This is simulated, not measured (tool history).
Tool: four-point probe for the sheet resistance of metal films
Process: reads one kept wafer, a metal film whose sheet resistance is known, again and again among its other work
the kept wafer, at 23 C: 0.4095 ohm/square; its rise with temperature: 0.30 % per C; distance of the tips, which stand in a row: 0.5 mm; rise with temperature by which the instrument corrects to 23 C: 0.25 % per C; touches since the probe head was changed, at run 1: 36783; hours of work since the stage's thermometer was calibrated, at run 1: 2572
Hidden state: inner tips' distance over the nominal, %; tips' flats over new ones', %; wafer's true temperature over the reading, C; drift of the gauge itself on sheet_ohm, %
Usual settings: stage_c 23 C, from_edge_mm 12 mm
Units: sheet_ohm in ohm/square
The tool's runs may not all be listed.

run,hour,stage_c,from_edge_mm,touches since the probe head was changed,hours of work since the stage's thermometer was calibrated,sheet_ohm
1,0.0,23,12,36783,2572,0.413915
2,135.5,23,12,40645,2647,0.414263
3,205.0,23,12,42625,2685,0.414369
4,266.4,27,12,44374,2719,0.415095
5,373.8,23,6,47434,2779,0.415590
6,512.6,23,6,51387,2856,0.415895
# hour 547.9: stage's thermometer calibrated
7,616.8,23,6,54342,38,0.415380
8,690.7,23,12,56447,79,0.414093
9,765.4,23,12,58576,121,0.414270
10,824.9,23,12,60272,154,0.414224
11,948.5,23,12,63794,222,0.414288
12,1029.2,23,12,66092,267,0.414414
13,1126.6,23,12,68867,321,0.414508
14,1258.3,23,12,72620,394,0.414711
15,1342.1,23,12,75007,440,0.414964
16,1470.6,23,8,78666,512,0.415393
17,1584.4,23,45,81908,575,0.414728
18,1649.8,30,12,83774,611,0.416587
19,1749.8,30,12,86623,666,0.416660
20,1833.1,23,12,88996,713,0.415262
21,1942.5,23,12,92112,773,0.415380
22,2014.5,23,12,94163,813,0.415364
23,2096.5,23,12,96500,859,0.415491
24,2192.7,20,6,99241,912,0.416080
25,2338.3,20,6,103389,993,0.416201
26,2416.1,33,50,105605,1036,0.417528
27,2555.2,33,50,109569,1113,0.417586
28,2677.6,33,50,113055,1181,0.417649
29,2800.7,33,50,116565,1249,0.417711
# hour 2880.8: new probe head fitted
30,2939.4,29,10,1669,1325,0.410265
31,3032.1,33,9,4310,1377,0.411067
32,3150.5,22,8,7684,1442,0.409323
33,3271.4,23,11,11128,1510,0.409294
34,3361.2,23,8,13687,1559,0.409839
35,3457.5,23,8,16431,1613,0.409847
36,3571.8,29,39,19687,1676,0.410300
37,3715.7,19,13,23786,1756,0.408745
38,3831.6,25,71,27089,1820,0.409827
39,3933.3,25,71,29987,1877,0.410002
40,4015.8,21,6,32338,1922,0.410581
41,4119.1,21,6,35280,1980,0.410786
42,4235.8,21,6,38605,2044,0.410933
43,4312.6,20,18,40794,2087,0.409381
44,4411.4,20,18,43609,2142,0.409597
45,4531.3,20,18,47025,2208,0.409546
46,4611.2,20,23,49301,2252,0.409716

How the hidden state differs across the entries between the runs, from the last listed run before each to the first after it:
Between runs 6 and 7: stage's thermometer calibrated (hour 547.9)
  inner tips' distance over the nominal, %: 0.92 -> 0.938; tips' flats over new ones', %: 48 -> 51; wafer's true temperature over the reading, C: 0.48 -> 0.04
  measured less the result without the state, sheet_ohm: +0.004697 -> +0.004232 ohm/square
Between runs 29 and 30: new probe head fitted (hour 2880.8)
  inner tips' distance over the nominal, %: 1.349 -> -0.302; tips' flats over new ones', %: 114 -> 2; wafer's true temperature over the reading, C: 0.27 -> 0.29
  measured less the result without the state, sheet_ohm: +0.006346 -> -0.000994 ohm/square
